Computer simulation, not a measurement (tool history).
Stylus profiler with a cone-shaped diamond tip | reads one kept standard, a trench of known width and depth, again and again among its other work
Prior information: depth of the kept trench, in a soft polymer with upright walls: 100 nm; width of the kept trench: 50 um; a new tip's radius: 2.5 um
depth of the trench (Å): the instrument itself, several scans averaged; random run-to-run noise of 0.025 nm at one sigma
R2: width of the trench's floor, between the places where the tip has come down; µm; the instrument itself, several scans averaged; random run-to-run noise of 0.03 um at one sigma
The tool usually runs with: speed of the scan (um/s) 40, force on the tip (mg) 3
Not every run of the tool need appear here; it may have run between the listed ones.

{"run": 1, "hour": 0.0, "speed of the scan (um/s)": 40, "force on the tip (mg)": 3, "depth of the trench (Å)": 1005.1, "R2": 48.21}
{"run": 2, "hour": 48.3, "speed of the scan (um/s)": 40, "force on the tip (mg)": 3, "depth of the trench (Å)": 1004.7, "R2": 48.21}
{"run": 3, "hour": 87.0, "speed of the scan (um/s)": 40, "force on the tip (mg)": 7.89, "depth of the trench (Å)": 1011, "R2": 48.26}
{"run": 4, "hour": 121.9, "speed of the scan (um/s)": 40, "force on the tip (mg)": 7.89, "depth of the trench (Å)": 1011.4, "R2": 48.24}
{"run": 5, "hour": 158.6, "speed of the scan (um/s)": 40, "force on the tip (mg)": 7.89, "depth of the trench (Å)": 1011.1, "R2": 48.23}
{"run": 6, "hour": 182.9, "speed of the scan (um/s)": 40, "force on the tip (mg)": 3, "depth of the trench (Å)": 1005, "R2": 48.23}
{"run": 7, "hour": 206.3, "speed of the scan (um/s)": 40, "force on the tip (mg)": 3, "depth of the trench (Å)": 1004.7, "R2": 48.14}
{"run": 8, "hour": 261.0, "speed of the scan (um/s)": 40, "force on the tip (mg)": 3, "depth of the trench (Å)": 1004.4, "R2": 48.19}
{"run": 9, "hour": 295.2, "speed of the scan (um/s)": 40, "force on the tip (mg)": 3, "depth of the trench (Å)": 1004.4, "R2": 48.16}
{"run": 10, "hour": 346.8, "speed of the scan (um/s)": 40, "force on the tip (mg)": 3, "depth of the trench (Å)": 1004.6, "R2": 48.14}
{"run": 11, "hour": 370.5, "speed of the scan (um/s)": 40, "force on the tip (mg)": 4.6, "depth of the trench (Å)": 1006.3, "R2": 48.21}
{"run": 12, "hour": 420.6, "speed of the scan (um/s)": 20, "force on the tip (mg)": 4.6, "depth of the trench (Å)": 1007.3, "R2": 48.21}
{"run": 13, "hour": 472.7, "speed of the scan (um/s)": 20, "force on the tip (mg)": 4.6, "depth of the trench (Å)": 1006, "R2": 48.22}
{"run": 14, "hour": 519.2, "speed of the scan (um/s)": 40, "force on the tip (mg)": 3, "depth of the trench (Å)": 1004.1, "R2": 48.12}
{"run": 15, "hour": 562.1, "speed of the scan (um/s)": 40, "force on the tip (mg)": 3, "depth of the trench (Å)": 1003.7, "R2": 48.2}
{"run": 16, "hour": 587.0, "speed of the scan (um/s)": 40, "force on the tip (mg)": 1.88, "depth of the trench (Å)": 1001.9, "R2": 48.09}
{"run": 17, "hour": 633.3, "speed of the scan (um/s)": 40, "force on the tip (mg)": 1.88, "depth of the trench (Å)": 1001.9, "R2": 48.15}
{"run": 18, "hour": 675.3, "speed of the scan (um/s)": 40, "force on the tip (mg)": 1.88, "depth of the trench (Å)": 1002.1, "R2": 48.12}
{"run": 19, "hour": 726.8, "speed of the scan (um/s)": 40, "force on the tip (mg)": 1.88, "depth of the trench (Å)": 1001.7, "R2": 48.04}
{"run": 20, "hour": 754.9, "speed of the scan (um/s)": 40, "force on the tip (mg)": 1.88, "depth of the trench (Å)": 1001.8, "R2": 48.09}
{"run": 21, "hour": 810.4, "speed of the scan (um/s)": 137, "force on the tip (mg)": 3, "depth of the trench (Å)": 1003.8, "R2": 47.95}
{"run": 22, "hour": 834.5, "speed of the scan (um/s)": 109, "force on the tip (mg)": 3, "depth of the trench (Å)": 1003.5, "R2": 48.03}
{"run": 23, "hour": 876.3, "speed of the scan (um/s)": 35, "force on the tip (mg)": 1.15, "depth of the trench (Å)": 1000.1, "R2": 48.06}
{"run": 24, "hour": 903.9, "speed of the scan (um/s)": 34, "force on the tip (mg)": 4.19, "depth of the trench (Å)": 1005.5, "R2": 48.12}

What does the tool deliver on the next run?
{"run": 25, "hour": 937.3, "speed of the scan (um/s)": 155, "force on the tip (mg)": 1.28, "depth of the trench (Å)": "?", "R2": "?"}

Run 25 gave depth of the trench (Å) 1000.6, R2 47.75 µm.
If the tool had no hidden condition, the same run with the same run-to-run variation would have returned depth of the trench (Å) 1004, R2 48.19 µm.
